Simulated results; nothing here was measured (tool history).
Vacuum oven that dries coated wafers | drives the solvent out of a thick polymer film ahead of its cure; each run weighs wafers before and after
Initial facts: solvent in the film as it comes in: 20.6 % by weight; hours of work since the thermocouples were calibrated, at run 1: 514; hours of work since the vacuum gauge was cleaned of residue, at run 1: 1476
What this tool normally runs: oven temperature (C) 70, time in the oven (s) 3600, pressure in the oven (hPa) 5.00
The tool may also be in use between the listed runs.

| run | hour | oven temperature (C) | time in the oven (s) | pressure in the oven (hPa) | hours of work since the thermocouples were calibrated | hours of work since the vacuum gauge was cleaned of residue | solvent left in the film (%) |
|---|---|---|---|---|---|---|---|
| 1 | 0.0 | 70 | 3600 | 5.00 | 514 | 1476 | 2.02 |
| 2 | 24.2 | 70 | 3600 | 5.14 | 533 | 1494 | 1.92 |
| 3 | 74.7 | 70 | 3600 | 5.14 | 572 | 1533 | 2.02 |
| 4 | 103.6 | 70 | 3600 | 5.14 | 594 | 1556 | 2.12 |
| 5 | 137.4 | 70 | 3600 | 5.00 | 620 | 1582 | 2.11 |
| 6 | 167.6 | 70 | 3600 | 5.00 | 643 | 1605 | 2.06 |
| 7 | 199.2 | 70 | 3600 | 5.00 | 668 | 1629 | 2.11 |
| 8 | 221.0 | 66 | 3600 | 5.00 | 684 | 1646 | 3.44 |
| 9 | 271.7 | 70 | 3600 | 19.34 | 723 | 1685 | 2.82 |
| 10 | 318.1 | 70 | 3600 | 19.34 | 759 | 1721 | 2.94 |
| 11 | 362.6 | 66 | 3600 | 19.34 | 793 | 1755 | 4.30 |
| 12 | 394.2 | 58 | 1860 | 7.79 | 818 | 1779 | 10.82 |
| 13 | 417.3 | 81 | 4260 | 7.79 | 835 | 1797 | 0.38 |
| 14 | 457.3 | 81 | 4260 | 7.79 | 866 | 1828 | 0.43 |
| 15 | 493.5 | 81 | 4260 | 7.79 | 894 | 1856 | 0.44 |

4 options for the next run, each taken on its own from the tool as it stands now. Forecast them:
| A | 519.3 | 64 | 3600 | 9.37 | 914 | 1875 | ? |
| B | 519.3 | 70 | 4080 | 5.00 | 914 | 1875 | ? |
| C | 519.3 | 68 | 3600 | 5.00 | 914 | 1875 | ? |
| D | 519.3 | 81 | 3000 | 7.79 | 914 | 1875 | ? |

| run | solvent left in the film (%) |
|---|---|
| A | 4.65 |
| B | 1.79 |
| C | 2.94 |
| D | 0.70 |
With no hidden state in the tool, these same runs would have given:
| run | solvent left in the film (%) |
|---|---|
| A | 3.58 |
| B | 1.14 |
| C | 2.09 |
| D | 0.40 |
